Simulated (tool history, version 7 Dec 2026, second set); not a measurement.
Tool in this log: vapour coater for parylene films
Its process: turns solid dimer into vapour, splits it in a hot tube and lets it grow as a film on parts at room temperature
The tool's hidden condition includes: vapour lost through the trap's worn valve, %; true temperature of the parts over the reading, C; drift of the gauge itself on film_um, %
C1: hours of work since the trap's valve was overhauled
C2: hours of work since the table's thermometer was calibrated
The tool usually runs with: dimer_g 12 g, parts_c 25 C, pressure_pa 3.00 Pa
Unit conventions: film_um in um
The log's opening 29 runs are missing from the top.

Run 30, hour 1617.5: usual settings but dimer_g 13 g, parts_c 21 C, pressure_pa 2.23 Pa; C1 78; C2 825. Result: film_um 5.29 um.
Run 31, hour 1693.4: usual settings but dimer_g 13 g, parts_c 32 C, pressure_pa 4.80 Pa; C1 128; C2 875. Result: film_um 3.89 um.
Run 32, hour 1729.4: usual settings but dimer_g 13 g, parts_c 32 C, pressure_pa 4.80 Pa; C1 152; C2 899. Result: film_um 3.88 um.
Run 33, hour 1804.1: usual settings but dimer_g 9 g, pressure_pa 3.18 Pa; C1 202; C2 949. Result: film_um 3.25 um.
Run 34, hour 1848.5: usual settings but dimer_g 9 g, pressure_pa 3.18 Pa; C1 232; C2 978. Result: film_um 3.27 um.
Run 35, hour 1884.8: usual settings but parts_c 28 C, pressure_pa 2.88 Pa; C1 256; C2 1002. Result: film_um 4.17 um.
Run 36, hour 1920.5: usual settings but dimer_g 10 g, parts_c 29 C, pressure_pa 3.58 Pa; C1 280; C2 1026. Result: film_um 3.32 um.
Run 37, hour 2007.5: usual settings but dimer_g 8 g, parts_c 22 C, pressure_pa 3.21 Pa; C1 337; C2 1084. Result: film_um 3.04 um.
Run 38, hour 2074.8: usual settings but dimer_g 8 g, parts_c 22 C, pressure_pa 3.21 Pa; C1 382; C2 1129. Result: film_um 3.04 um.
At hour 2086.6: trap's valve overhauled.
Run 39, hour 2118.8: usual settings but dimer_g 8 g, parts_c 22 C, pressure_pa 3.21 Pa; C1 21; C2 1155. Result: film_um 3.06 um.
Run 40, hour 2186.7: usual settings but dimer_g 8 g, parts_c 22 C, pressure_pa 3.21 Pa; C1 67; C2 1201. Result: film_um 3.04 um.
Run 41, hour 2250.3: usual settings but dimer_g 8 g, parts_c 22 C, pressure_pa 3.21 Pa; C1 109; C2 1243. Result: film_um 3.09 um.
Run 42, hour 2293.4: usual settings but dimer_g 8 g, parts_c 22 C, pressure_pa 3.83 Pa; C1 138; C2 1271. Result: film_um 2.96 um.
Run 43, hour 2352.5: usual settings but parts_c 18 C, pressure_pa 3.13 Pa; C1 177; C2 1311. Result: film_um 4.91 um.
Run 44, hour 2411.7: usual settings but dimer_g 14 g, parts_c 26 C; C1 216; C2 1350. Result: film_um 5.06 um.
Run 45, hour 2490.9: usual settings but dimer_g 14 g, parts_c 26 C; C1 269; C2 1403. Result: film_um 5.08 um.

Run 46, settings as shown, results not yet in. Your forecast:
Run 46, hour 2541.0: usual settings but dimer_g 15 g, parts_c 34 C; C1 302; C2 1436. Result: film_um ?.

{"run 46": {"film_um": 4.79}}
Minus the tool's unlogged condition, the same run would have read film_um 4.66 um.
